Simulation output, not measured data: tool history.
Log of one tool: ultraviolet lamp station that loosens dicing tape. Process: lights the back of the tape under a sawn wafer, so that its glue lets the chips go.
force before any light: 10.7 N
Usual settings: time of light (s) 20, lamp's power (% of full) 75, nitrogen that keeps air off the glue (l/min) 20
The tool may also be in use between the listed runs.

run	day	time of light (s)	lamp's power (% of full)	nitrogen that keeps air off the glue (l/min)	force that peels the tape off (N)	light that reached the tape (mJ/cm²)
1	0	20	75	20	0.387	298
2	0.308	20	75	20	0.373	296
3	0.658	20	75	20	0.385	294
4	1.112	20	75	20	0.368	291
5	1.45	20	75	20	0.38	294
6	1.862	20	75	20	0.384	290
7	2.221	20	75	20	0.385	288
8	2.754	20	75	20	0.382	287
9	3.2	20	75	20	0.384	292
10	3.758	20	75	20	0.398	282
11	4.308	20	75	20	0.384	288
12	4.867	20	75	20	0.396	284
13	5.275	20	75	20	0.416	279
14	5.575	20	77	20	0.374	288
15	6.1	20	75	20	0.397	277
16	6.512	16	75	20	0.655	218
17	7.162	16	75	20	0.682	218
18	7.767	16	75	20	0.683	221
19	8.308	16	75	20	0.693	220
20	8.675	20	75	6	0.749	270
21	8.967	20	75	6	0.747	276
22	9.258	20	75	6	0.771	272
23	9.767	20	75	6	0.778	272
24	10.254	21	75	7	0.652	284
25	10.925	12	76	28	1.151	162
26	11.25	10	76	23	1.686	134
27	11.55	15	93	21	0.548	247
28	12.2	17	82	7	0.886	243
29	12.783	35	75	17	0.224	462
30	13.283	20	98	16	0.312	342
31	13.767	20	75	11	0.596	259
32	14.304	17	83	23	0.509	245
33	14.704	11	72	11	2.239	134
34	15.196	11	72	11	2.132	132
35	15.579	18	92	9	0.573	281
36	16.192	12	85	20	1.131	172
37	16.783	11	65	9	2.746	119
38	17.492	10	67	9	3.004	111
39	18.196	10	82	28	1.619	139
40	18.492	28	85	11	0.269	396
# day 18.629: window cleaned of glue's vapour
41	18.925	13	64	9	1.761	162
42	19.562	20	74	30	0.365	283

Measured less the same run without the tool's hidden state. The same run-to-run variation is in both; the gauge's scatter may not be:
The hidden state here: lamp's light, % of a new lamp's; light that the window lets through, % of a clean one's; drift of the gauge itself on peel_n, %; drift of the gauge itself on dose_mj_cm2, %.
run	force that peels the tape off (N)	light that reached the tape (mJ/cm²)
1	+0.073	-38
2	+0.073	-39
3	+0.075	-39
4	+0.075	-40
5	+0.081	-41
6	+0.082	-43
7	+0.083	-44
8	+0.086	-45
9	+0.087	-46
10	+0.094	-47
11	+0.095	-48
12	+0.102	-50
13	+0.11	-51
14	+0.096	-53
15	+0.108	-53
16	+0.21	-43
17	+0.225	-45
18	+0.228	-46
19	+0.239	-47
20	+0.262	-60
21	+0.265	-60
22	+0.273	-62
23	+0.282	-63
24	+0.238	-67
25	+0.424	-39
26	+0.566	-33
27	+0.193	-62
28	+0.347	-63
29	+0.017	-122
30	+0.077	-93
31	+0.239	-73
32	+0.199	-70
33	+0.784	-39
34	+0.755	-40
35	+0.236	-84
36	+0.487	-53
37	+0.923	-38
38	+0.979	-36
39	+0.692	-46
40	+0.062	-133
41	+0.403	-25
42	+0.08	-47
